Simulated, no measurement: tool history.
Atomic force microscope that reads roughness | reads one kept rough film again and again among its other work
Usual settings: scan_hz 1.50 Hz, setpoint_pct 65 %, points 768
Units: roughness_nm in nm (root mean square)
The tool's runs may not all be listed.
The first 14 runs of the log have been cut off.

run   hour  scan_hz  setpoint_pct  points  roughness_nm
     300.7  -- new tip fitted
 15  302.5     1.50            86     768         0.467
 16  331.2     1.50            65     993         0.517
 17  355.0     1.50            65     993         0.517
 18  379.6     1.50            65     993         0.518
 19  392.8     1.50            60     352         0.507
 20  416.0     0.81            65     768         0.520
 21  437.8     0.64            69     664         0.520
 22  465.8     0.64            69     664         0.511
     468.6  -- height scale calibrated on a step standard
 23  479.3     1.01            88     263         0.449
 24  507.9     1.42            86     900         0.444
 25  523.5     1.42            86     900         0.433
 26  543.2     2.07            60     395         0.477
 27  559.7     2.07            60     395         0.473
 28  582.5     2.07            60     395         0.475
     587.1  -- new tip fitted
     595.0  -- height scale calibrated on a step standard, once more
 29  608.1     0.63            65     768         0.538
 30  629.0     2.14            72     429         0.475
 31  643.8     2.52            70     368         0.477

Here are 3 independent what-if runs from the current tool condition. What would each one return?
  A  669.9     0.78            70     368             ?
  B  669.9     0.93            88     396             ?
  C  669.9     1.40            57     264             ?

run  roughness_nm
  A         0.505
  B         0.471
  C         0.506
The same runs, with their run-to-run variation unchanged, on a tool lacking any hidden condition would have given:
run  roughness_nm
  A         0.521
  B         0.485
  C         0.522
